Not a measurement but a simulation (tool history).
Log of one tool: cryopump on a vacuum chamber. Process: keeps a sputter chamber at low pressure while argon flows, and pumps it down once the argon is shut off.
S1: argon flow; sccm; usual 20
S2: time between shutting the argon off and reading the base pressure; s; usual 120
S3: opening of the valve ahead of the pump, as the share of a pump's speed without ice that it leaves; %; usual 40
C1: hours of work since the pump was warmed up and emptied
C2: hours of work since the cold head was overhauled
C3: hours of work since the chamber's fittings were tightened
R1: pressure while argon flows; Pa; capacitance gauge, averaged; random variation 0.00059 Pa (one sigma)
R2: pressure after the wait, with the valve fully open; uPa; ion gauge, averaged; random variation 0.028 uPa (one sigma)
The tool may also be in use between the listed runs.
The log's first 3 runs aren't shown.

run,hour,S1,S2,S3,C1,C2,C3,R1,R2
4,75.4,20,120,40,358,1463,962,0.0883,6.21
5,99.1,20,120,38,377,1483,981,0.0930,6.42
6,117.2,20,120,38,392,1498,996,0.0933,6.51
# hour 138.9: leaking fittings of the chamber tightened, without venting
7,154.0,20,120,38,421,1526,13,0.0938,1.53
8,173.1,20,120,40,437,1542,28,0.0912,1.62
9,213.1,20,120,40,470,1575,61,0.0933,1.84
10,253.1,20,120,40,503,1608,94,0.0932,2.03
11,270.8,20,120,40,517,1623,109,0.0956,2.09
# hour 293.2: pump warmed up, emptied and cooled again
12,306.4,20,120,40,11,1648,134,0.0799,1.89
13,324.1,20,120,40,26,1663,149,0.0793,1.87
14,367.1,11,120,40,61,1698,184,0.0439,2.06
15,394.1,11,120,40,83,1721,207,0.0447,2.15
16,431.8,20,48,40,114,1752,238,0.0821,3.94

Forecast run 17:
17,475.3,20,48,40,150,1788,274,?,?

{"run 17": {"R1": 0.0823, "R2": 4.09}}
Without the tool's hidden state the same run would have given R1 0.0784 Pa, R2 2.92 uPa.
